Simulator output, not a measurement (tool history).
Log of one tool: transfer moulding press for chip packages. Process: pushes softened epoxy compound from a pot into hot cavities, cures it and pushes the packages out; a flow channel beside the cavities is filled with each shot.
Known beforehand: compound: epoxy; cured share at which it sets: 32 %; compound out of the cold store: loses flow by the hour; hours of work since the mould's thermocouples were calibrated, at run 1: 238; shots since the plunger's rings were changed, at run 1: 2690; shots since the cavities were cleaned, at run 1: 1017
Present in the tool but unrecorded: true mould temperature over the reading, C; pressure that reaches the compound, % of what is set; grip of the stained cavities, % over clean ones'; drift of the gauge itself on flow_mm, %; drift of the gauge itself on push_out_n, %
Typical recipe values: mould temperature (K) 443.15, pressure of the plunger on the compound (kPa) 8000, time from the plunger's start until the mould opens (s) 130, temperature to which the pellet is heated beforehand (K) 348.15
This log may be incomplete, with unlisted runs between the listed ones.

run	hour	mould temperature (K)	pressure of the plunger on the compound (kPa)	time from the plunger's start until the mould opens (s)	temperature to which the pellet is heated beforehand (K)	hours of work since the mould's thermocouples were calibrated	shots since the plunger's rings were changed	shots since the cavities were cleaned	incoming compound's hours out of the cold store	length that the compound runs in the flow channel (mm)	greatest force on the pins that push the packages out (N)
1	0	443.15	8000	130	348.15	238	2690	1017	23.3	785	1183
# hour 5.4: cavities cleaned with cleaning compound and waxed
2	10.8	443.15	8000	130	348.15	245	2799	63	10.7	848	707
3	19.8	443.15	9050	130	348.15	252	2906	170	26.3	832	770
4	31.8	443.15	8000	130	343.15	261	3047	311	47	682	833
5	43.5	443.15	8000	130	343.15	271	3186	450	43.5	688	961
6	55.9	443.15	8000	130	343.15	280	3332	596	8.2	862	1136
7	68.7	437.15	8000	130	343.15	290	3482	746	18.5	820	1849
8	78.2	437.15	8000	130	343.15	297	3595	859	18.1	835	1900
# hour 84.1: plunger's sealing rings changed
9	90.2	437.15	8000	130	343.15	305	71	970	32.8	799	1769
10	96.5	437.15	8000	130	343.15	310	146	1045	33	790	1840
# hour 99.6: cavities cleaned with cleaning compound and waxed
11	110.3	437.15	8000	130	343.15	319	290	125	46.7	722	1044
12	117.6	437.15	8000	130	343.15	325	377	212	26.7	830	1253
13	130.3	443.15	8000	139	348.15	334	526	361	35.5	760	805
14	139.3	443.15	8000	139	348.15	341	633	468	16.8	844	893
15	149.3	448.15	9560	148	342.15	349	751	586	15	923	829
16	160.2	448.15	6030	148	342.15	358	879	714	45.4	613	879
17	165.8	443.15	8000	130	358.15	362	945	780	42.8	720	1042
18	171.4	443.15	8000	130	358.15	366	1011	846	30.5	772	1145
19	177.3	439.15	7310	166	350.15	371	1081	916	31.6	745	1006
20	185.6	443.15	8000	130	346.15	377	1179	1014	42.6	731	1164
# hour 191.6: cavities cleaned with cleaning compound and waxed
21	196.5	445.15	8000	130	343.15	385	1290	58	25.3	777	587
22	204.9	445.15	8000	130	343.15	391	1389	157	27.7	791	708
23	216.8	445.15	7370	130	350.15	400	1529	297	22.7	771	797
24	229	448.15	9090	118	356.15	410	1673	441	27.1	822	835
25	241.5	448.15	9090	118	356.15	419	1820	588	9.3	906	954
26	250.3	446.15	8000	130	348.15	426	1925	693	43.2	713	918
27	258	442.15	8000	126	348.15	432	2015	783	44.6	707	1220
28	269.5	448.15	8000	168	348.15	441	2151	919	13	834	883

Each row is a separate what-if for the run after 28, all from the same tool condition, not one after another. Results?
A	275.8	438.15	8000	135	344.15	446	2225	993	20.1	?	?
B	275.8	442.15	8000	130	348.15	446	2225	993	39.7	?	?
C	275.8	443.15	7880	160	348.15	446	2225	993	14.6	?	?

run	length that the compound runs in the flow channel (mm)	greatest force on the pins that push the packages out (N)
A	827	1630
B	728	1191
C	840	961
What these runs would have given with no unlogged condition in the tool:
run	length that the compound runs in the flow channel (mm)	greatest force on the pins that push the packages out (N)
A	856	780
B	753	569
C	870	454
